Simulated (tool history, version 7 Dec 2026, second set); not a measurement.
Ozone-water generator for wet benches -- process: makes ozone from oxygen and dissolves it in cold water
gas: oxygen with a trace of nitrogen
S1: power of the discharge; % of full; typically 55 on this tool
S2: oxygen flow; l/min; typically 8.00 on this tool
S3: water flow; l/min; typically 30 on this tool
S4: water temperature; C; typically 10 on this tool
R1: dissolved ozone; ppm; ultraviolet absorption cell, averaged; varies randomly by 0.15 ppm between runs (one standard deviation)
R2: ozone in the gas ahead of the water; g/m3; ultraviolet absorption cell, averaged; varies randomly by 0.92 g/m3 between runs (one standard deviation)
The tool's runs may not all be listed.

| run | hour | S1 | S2 | S3 | S4 | R1 | R2 |
|---|---|---|---|---|---|---|---|
| 1 | 0.0 | 55 | 8.00 | 30 | 10 | 17.6 | 152.4 |
| 2 | 24.7 | 55 | 8.00 | 30 | 10 | 17.4 | 151.6 |
| 3 | 43.5 | 55 | 8.00 | 25 | 10 | 20.3 | 151.9 |
| 4 | 76.4 | 81 | 8.00 | 30 | 10 | 23.0 | 203.1 |
| 5 | 94.9 | 81 | 8.00 | 30 | 10 | 23.3 | 202.9 |
| 6 | 116.1 | 81 | 8.00 | 30 | 10 | 23.2 | 201.2 |
| 7 | 144.6 | 81 | 8.00 | 30 | 10 | 23.5 | 203.1 |
| 8 | 177.2 | 81 | 8.00 | 30 | 10 | 23.2 | 202.9 |
| 9 | 196.2 | 55 | 8.00 | 30 | 10 | 17.2 | 151.7 |
| 10 | 217.0 | 55 | 8.00 | 30 | 10 | 17.2 | 151.0 |
| 11 | 247.2 | 55 | 8.00 | 30 | 10 | 17.1 | 151.8 |
|  | 250.0 | water thermometer calibrated |
| 12 | 283.6 | 55 | 8.00 | 30 | 10 | 17.3 | 151.2 |
| 13 | 314.0 | 55 | 8.00 | 30 | 10 | 17.3 | 151.0 |
| 14 | 350.4 | 60 | 8.00 | 30 | 10 | 18.5 | 162.2 |
| 15 | 391.5 | 60 | 8.00 | 30 | 10 | 18.6 | 162.1 |
| 16 | 417.3 | 60 | 8.00 | 30 | 10 | 18.2 | 161.9 |
| 17 | 440.5 | 60 | 8.00 | 30 | 10 | 18.6 | 161.4 |
|  | 466.8 | water thermometer calibrated, once more |
| 18 | 474.0 | 70 | 8.22 | 30 | 10 | 20.7 | 176.8 |
| 19 | 515.7 | 70 | 8.22 | 30 | 10 | 20.7 | 180.5 |
| 20 | 550.9 | 70 | 8.22 | 30 | 10 | 20.9 | 178.4 |
| 21 | 577.8 | 78 | 13.63 | 30 | 10 | 25.4 | 164.5 |
| 22 | 618.9 | 78 | 13.63 | 30 | 10 | 25.1 | 163.0 |
| 23 | 654.9 | 57 | 8.00 | 29 | 10 | 18.5 | 154.6 |
| 24 | 680.0 | 57 | 8.00 | 29 | 10 | 18.2 | 154.4 |
| 25 | 699.0 | 57 | 8.00 | 29 | 10 | 18.0 | 154.6 |
| 26 | 730.7 | 75 | 5.73 | 21 | 10 | 26.5 | 209.4 |
| 27 | 751.3 | 55 | 6.97 | 47 | 9 | 10.6 | 157.3 |
| 28 | 774.2 | 77 | 10.08 | 27 | 15 | 23.1 | 178.3 |
| 29 | 804.3 | 52 | 5.33 | 21 | 5 | 21.2 | 165.2 |
| 30 | 822.5 | 46 | 8.00 | 45 | 10 | 10.2 | 132.0 |
| 31 | 860.5 | 45 | 9.04 | 27 | 7 | 17.3 | 123.6 |
| 32 | 891.4 | 45 | 9.04 | 27 | 7 | 17.2 | 123.4 |
| 33 | 909.0 | 45 | 9.04 | 27 | 7 | 17.1 | 123.6 |
| 34 | 945.8 | 45 | 8.98 | 19 | 7 | 22.5 | 123.6 |

Some steps in R1, run to run, broken into two amounts with sign: the step expected even without the hidden condition (settings, incoming material, random variation), and the rest, left for the hidden condition together with whatever gauge scatter is not in both the measured and the hidden-condition-free result:
Hidden conditions of the tool in this case: yield of the discharge, % of new electrodes'; contactor's efficiency, % of a clean one's; true water temperature over the reading, C; drift of the gauge itself on ozone_ppm, %; drift of the gauge itself on gas_g_m3, %.
Run 25 -> 26: S1 57 -> 75, S2 8.00 -> 5.73, S3 29 -> 21. R1 +8.5 ppm: hidden state -0.6, all else +9.1.
Run 26 -> 27: S1 75 -> 55, S2 5.73 -> 6.97, S3 21 -> 47, S4 10 -> 9. R1 -15.9 ppm: hidden state +1.0, all else -16.9.
Run 27 -> 28: S1 55 -> 77, S2 6.97 -> 10.08, S3 47 -> 27, S4 9 -> 15. R1 +12.5 ppm: hidden state -0.9, all else +13.4.
Run 29 -> 30: S1 52 -> 46, S2 5.33 -> 8.00, S3 21 -> 45, S4 5 -> 10. R1 -11.0 ppm: hidden state +0.5, all else -11.5.

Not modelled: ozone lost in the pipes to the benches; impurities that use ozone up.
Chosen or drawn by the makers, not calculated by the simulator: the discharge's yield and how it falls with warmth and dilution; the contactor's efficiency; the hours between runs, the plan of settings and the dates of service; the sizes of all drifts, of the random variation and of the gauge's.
